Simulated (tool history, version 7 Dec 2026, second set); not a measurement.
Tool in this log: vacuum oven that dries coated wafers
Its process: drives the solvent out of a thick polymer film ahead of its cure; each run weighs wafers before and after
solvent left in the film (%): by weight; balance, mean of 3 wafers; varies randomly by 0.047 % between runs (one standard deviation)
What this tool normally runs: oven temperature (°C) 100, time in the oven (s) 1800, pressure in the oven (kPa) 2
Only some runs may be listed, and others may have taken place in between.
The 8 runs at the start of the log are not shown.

run    hour  oven temperature (°C)  time in the oven (s)  pressure in the oven (kPa)  solvent left in the film (%)
  9   418.6                    100                  1800                           2                          1.79
 10   450.3                    100                  1800                           2                          1.78
 11   481.9                    115                  1800                           2                          0.75
 12   552.5                    100                  1800                        1.04                          1.33
 13   619.4                     91                  1800                        1.04                          2.94
 14   692.5                     89                  1800                           2                          3.97
 15   730.2                    100                  1800                           2                          1.81
 16   784.6                    100                  1800                           2                          1.75
 17   834.7                    100                  1800                           2                          1.91
 18   876.5                    100                  1080                           2                          3.32
 19   928.2                    100                  1080                           2                          3.42
 20   974.6                    100                  1800                        6.93                          4.13
 21  1009.6                     93                  3180                        3.03                           2.5

Expected results for the next run?
 22  1042.2                     93                  1260                        1.39                             ?

{"run 22": {"solvent left in the film (%)": 4.18}}
If the tool had no hidden condition, the same run with the same run-to-run variation would have returned solvent left in the film (%) 3.62.

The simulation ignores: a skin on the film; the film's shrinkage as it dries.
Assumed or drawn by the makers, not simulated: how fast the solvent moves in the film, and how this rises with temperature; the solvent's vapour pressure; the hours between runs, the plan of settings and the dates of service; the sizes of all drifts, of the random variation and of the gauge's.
